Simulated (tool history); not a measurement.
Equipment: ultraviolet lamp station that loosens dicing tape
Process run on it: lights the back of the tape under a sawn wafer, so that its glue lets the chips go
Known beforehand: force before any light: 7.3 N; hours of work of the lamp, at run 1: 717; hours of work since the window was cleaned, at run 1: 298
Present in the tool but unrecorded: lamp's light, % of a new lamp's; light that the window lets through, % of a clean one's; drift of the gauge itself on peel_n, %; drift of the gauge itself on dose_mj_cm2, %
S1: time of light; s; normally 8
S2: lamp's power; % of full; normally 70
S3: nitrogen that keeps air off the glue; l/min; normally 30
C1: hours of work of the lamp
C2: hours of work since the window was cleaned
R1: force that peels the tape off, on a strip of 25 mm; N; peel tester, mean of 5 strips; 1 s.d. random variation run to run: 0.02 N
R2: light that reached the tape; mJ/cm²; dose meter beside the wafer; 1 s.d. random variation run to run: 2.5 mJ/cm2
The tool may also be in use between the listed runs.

run,hour,S1,S2,S3,C1,C2,R1,R2
1,0.0,8,70,30,717,298,1.590,211
2,16.8,8,70,30,728,309,1.635,210
3,38.7,8,70,30,742,323,1.661,209
4,54.7,8,72,30,752,333,1.603,214
5,70.3,8,70,30,762,343,1.675,207
# hour 73.3: window cleaned of glue's vapour
6,98.6,8,70,30,780,16,1.919,190
7,123.5,8,70,30,796,32,1.909,193
8,152.7,9,70,30,815,51,1.670,212
# hour 160.4: window cleaned of glue's vapour, once more
9,181.9,12,70,30,834,14,0.713,334
10,201.1,8,62,30,846,26,1.843,195
11,217.8,8,70,26,857,37,1.671,217
12,247.0,8,70,26,876,56,1.634,220
13,266.5,8,70,26,888,69,1.716,220
14,290.1,8,70,30,904,84,1.582,213
15,315.9,8,70,30,920,101,1.632,213
16,331.1,8,70,30,930,110,1.655,213
17,343.9,14,70,30,938,119,0.588,368
18,366.3,8,70,30,953,133,1.699,207
19,388.2,8,70,30,967,147,1.743,208
# hour 396.5: lamp changed
20,403.2,8,70,30,4,156,1.039,281
21,430.4,8,70,30,22,174,1.033,273
22,447.8,8,70,30,33,185,1.055,276
23,472.2,8,70,30,49,201,1.075,269
24,501.4,8,70,30,68,220,1.144,269
25,515.4,8,70,20,77,229,1.450,265

Expected results for the next run?
26,544.6,8,70,20,96,248,?,?

Logged for run 26: R1 1.472 N, R2 266 mJ/cm².
With no hidden state in the tool, this same run would have given R1 1.240 N, R2 295 mJ/cm².
